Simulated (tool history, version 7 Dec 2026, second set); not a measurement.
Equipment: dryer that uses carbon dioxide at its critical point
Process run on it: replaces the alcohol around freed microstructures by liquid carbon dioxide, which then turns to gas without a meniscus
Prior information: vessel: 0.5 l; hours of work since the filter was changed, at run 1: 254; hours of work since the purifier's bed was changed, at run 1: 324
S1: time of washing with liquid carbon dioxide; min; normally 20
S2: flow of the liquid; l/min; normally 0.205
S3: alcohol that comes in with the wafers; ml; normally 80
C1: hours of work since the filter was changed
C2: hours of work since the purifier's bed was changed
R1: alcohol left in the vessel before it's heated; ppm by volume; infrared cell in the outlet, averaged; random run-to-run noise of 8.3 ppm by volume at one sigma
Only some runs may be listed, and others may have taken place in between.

run   hour  S1     S2   S3   C1   C2    R1
  1    0.0  20  0.205   80  254  324   813
  2   31.3  20  0.197   80  266  336  1024
  3   84.8  14  0.205   80  288  358  4074
  4  145.3  14  0.205   80  312  382  4162
  5  178.8  14  0.205   80  325  395  4292
  6  223.9  14  0.205   80  343  413  4457
     259.3  -- inlet filter changed
  7  283.7  14  0.205   80   10  436  2696
  8  330.1  14  0.205   80   28  455  2753
  9  378.4  14  0.205   80   47  474  2824
 10  428.0  23  0.205   80   67  494   281
 11  476.9  23  0.205   80   87  513   298
 12  509.4  23  0.205   80  100  526   301
 13  577.0  20  0.205   80  127  553   640
 14  615.3  20  0.205   80  142  569   659
 15  661.5  29  0.205   80  160  587   131
 16  699.0  20  0.205  101  175  602   888
 17  759.2  24  0.170   24  199  626   302

Estimate the outcome of run 18 from the log above:
 18  821.8  13  0.155  54  224  651   ?

For run 18 the tool returned R1 8021 ppm by volume.
Minus the tool's unlogged condition, the same run would have read R1 6324 ppm by volume.
